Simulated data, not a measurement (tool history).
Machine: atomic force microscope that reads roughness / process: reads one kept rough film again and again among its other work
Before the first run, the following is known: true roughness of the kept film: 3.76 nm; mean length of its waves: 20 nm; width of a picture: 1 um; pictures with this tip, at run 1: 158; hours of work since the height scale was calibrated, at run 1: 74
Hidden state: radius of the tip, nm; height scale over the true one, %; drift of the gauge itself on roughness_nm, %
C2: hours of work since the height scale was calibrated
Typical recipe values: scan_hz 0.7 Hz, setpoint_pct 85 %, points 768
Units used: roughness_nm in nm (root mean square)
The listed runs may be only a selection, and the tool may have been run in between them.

Run 1, hour 0: usual settings; pictures with this tip 158; C2 74. Result: roughness_nm 2.208 nm (root mean square).
Run 2, hour 8.3: usual settings but scan_hz 1.425 Hz; pictures with this tip 166; C2 78. Result: roughness_nm 1.98 nm (root mean square).
Run 3, hour 16.9: usual settings; pictures with this tip 174; C2 82. Result: roughness_nm 2.119 nm (root mean square).
Run 4, hour 34.4: usual settings; pictures with this tip 189; C2 91. Result: roughness_nm 2.086 nm (root mean square).
Run 5, hour 47.3: usual settings; pictures with this tip 201; C2 97. Result: roughness_nm 2.065 nm (root mean square).
Run 6, hour 57.3: usual settings but scan_hz 0.681 Hz; pictures with this tip 210; C2 102. Result: roughness_nm 2.029 nm (root mean square).
Run 7, hour 66.2: usual settings; pictures with this tip 218; C2 106. Result: roughness_nm 2.006 nm (root mean square).
Run 8, hour 84.7: usual settings but setpoint_pct 67 %; pictures with this tip 235; C2 115. Result: roughness_nm 2.05 nm (root mean square).
Run 9, hour 101.6: usual settings but setpoint_pct 67 %; pictures with this tip 250; C2 124. Result: roughness_nm 2.016 nm (root mean square).
Run 10, hour 118.4: usual settings but setpoint_pct 67 %; pictures with this tip 265; C2 132. Result: roughness_nm 1.98 nm (root mean square).
At hour 131.5: new tip fitted.
Run 11, hour 137.8: usual settings but setpoint_pct 67 %; pictures with this tip 6; C2 141. Result: roughness_nm 2.986 nm (root mean square).
Run 12, hour 151.1: usual settings but setpoint_pct 67 %, points 261; pictures with this tip 18; C2 148. Result: roughness_nm 2.851 nm (root mean square).
Run 13, hour 167.4: usual settings but setpoint_pct 67 %, points 261; pictures with this tip 33; C2 156. Result: roughness_nm 2.754 nm (root mean square).
Run 14, hour 175.6: usual settings but setpoint_pct 80 %; pictures with this tip 40; C2 160. Result: roughness_nm 2.732 nm (root mean square).
Run 15, hour 184.9: usual settings but scan_hz 2.162 Hz; pictures with this tip 49; C2 164. Result: roughness_nm 2.246 nm (root mean square).
Run 16, hour 197.3: usual settings but scan_hz 2.162 Hz; pictures with this tip 60; C2 170. Result: roughness_nm 2.21 nm (root mean square).
Run 17, hour 205.1: usual settings but setpoint_pct 67 %; pictures with this tip 67; C2 174. Result: roughness_nm 2.703 nm (root mean square).
Run 18, hour 220.1: usual settings but setpoint_pct 67 %; pictures with this tip 80; C2 181. Result: roughness_nm 2.635 nm (root mean square).
Run 19, hour 233.9: usual settings; pictures with this tip 93; C2 188. Result: roughness_nm 2.432 nm (root mean square).
Run 20, hour 242.9: usual settings; pictures with this tip 101; C2 193. Result: roughness_nm 2.403 nm (root mean square).
Run 21, hour 252.5: usual settings but scan_hz 0.506 Hz; pictures with this tip 109; C2 197. Result: roughness_nm 2.454 nm (root mean square).
Run 22, hour 266.2: usual settings but scan_hz 1.565 Hz, points 888; pictures with this tip 122; C2 204. Result: roughness_nm 2.108 nm (root mean square).
Run 23, hour 276.4: usual settings but scan_hz 2.899 Hz, points 590; pictures with this tip 131; C2 209. Result: roughness_nm 1.801 nm (root mean square).
Run 24, hour 292.4: usual settings but scan_hz 1.087 Hz, setpoint_pct 78 %, points 302; pictures with this tip 145; C2 217. Result: roughness_nm 2.183 nm (root mean square).
Run 25, hour 306.2: usual settings but scan_hz 1.087 Hz, setpoint_pct 78 %, points 302; pictures with this tip 158; C2 224. Result: roughness_nm 2.143 nm (root mean square).
Run 26, hour 320.8: usual settings but scan_hz 1.087 Hz, setpoint_pct 69 %, points 302; pictures with this tip 171; C2 231. Result: roughness_nm 2.175 nm (root mean square).
Run 27, hour 338.2: usual settings but scan_hz 0.556 Hz, setpoint_pct 68 %, points 433; pictures with this tip 187; C2 239. Result: roughness_nm 2.233 nm (root mean square).
Run 28, hour 346.7: usual settings but scan_hz 0.556 Hz, setpoint_pct 68 %, points 365; pictures with this tip 194; C2 243. Result: roughness_nm 2.186 nm (root mean square).
Run 29, hour 363.4: usual settings but scan_hz 1.512 Hz, points 929; pictures with this tip 209; C2 252. Result: roughness_nm 1.88 nm (root mean square).
Run 30, hour 373.4: usual settings but scan_hz 1.512 Hz, points 929; pictures with this tip 218; C2 256. Result: roughness_nm 1.822 nm (root mean square).
Run 31, hour 387.7: usual settings but scan_hz 0.725 Hz, points 299; pictures with this tip 231; C2 263. Result: roughness_nm 1.936 nm (root mean square).
Run 32, hour 400.2: usual settings but scan_hz 0.725 Hz, points 272; pictures with this tip 242; C2 270. Result: roughness_nm 1.9 nm (root mean square).
Run 33, hour 411.8: usual settings but setpoint_pct 88 %, points 470; pictures with this tip 253; C2 275. Result: roughness_nm 1.906 nm (root mean square).
Run 34, hour 430.1: usual settings but scan_hz 0.811 Hz, setpoint_pct 90 %, points 520; pictures with this tip 269; C2 284. Result: roughness_nm 1.797 nm (root mean square).
At hour 437.8: new tip fitted.
Run 35, hour 439.1: usual settings but scan_hz 0.978 Hz, setpoint_pct 76 %, points 362; pictures with this tip 1; C2 288. Result: roughness_nm 2.845 nm (root mean square).
Run 36, hour 456.8: usual settings but scan_hz 1.36 Hz, setpoint_pct 64 %, points 684; pictures with this tip 17; C2 297. Result: roughness_nm 2.893 nm (root mean square).
Run 37, hour 475.7: usual settings but setpoint_pct 89 %, points 305; pictures with this tip 34; C2 306. Result: roughness_nm 2.604 nm (root mean square).
Run 38, hour 492.1: usual settings but setpoint_pct 89 %, points 305; pictures with this tip 49; C2 314. Result: roughness_nm 2.533 nm (root mean square).
Run 39, hour 508.6: usual settings but setpoint_pct 89 %, points 305; pictures with this tip 64; C2 322. Result: roughness_nm 2.473 nm (root mean square).
Run 40, hour 519.7: usual settings but setpoint_pct 89 %, points 305; pictures with this tip 73; C2 328. Result: roughness_nm 2.443 nm (root mean square).
Run 41, hour 535.9: usual settings but setpoint_pct 76 %, points 316; pictures with this tip 88; C2 336. Result: roughness_nm 2.496 nm (root mean square).

A few steps of roughness_nm between consecutive runs. Split each: what settings, incoming material and random variation would produce without the hidden state, and what is left over for the hidden state, along with gauge scatter present in only one of the two compared results (measured, and without hidden state):
Run 10 -> 11: new tip fitted. roughness_nm +1.006 nm (root mean square): hidden state +1.015, all else -0.009.
Run 16 -> 17: scan_hz 2.162 -> 0.7, setpoint_pct 85 -> 67. roughness_nm +0.493 nm (root mean square): hidden state -0.094, all else +0.587.
Run 23 -> 24: scan_hz 2.899 -> 1.087, setpoint_pct 85 -> 78, points 590 -> 302. roughness_nm +0.382 nm (root mean square): hidden state -0.159, all else +0.541.
Run 34 -> 35: scan_hz 0.811 -> 0.978, setpoint_pct 90 -> 76, points 520 -> 362, new tip fitted. roughness_nm +1.048 nm (root mean square): hidden state +0.939, all else +0.109.
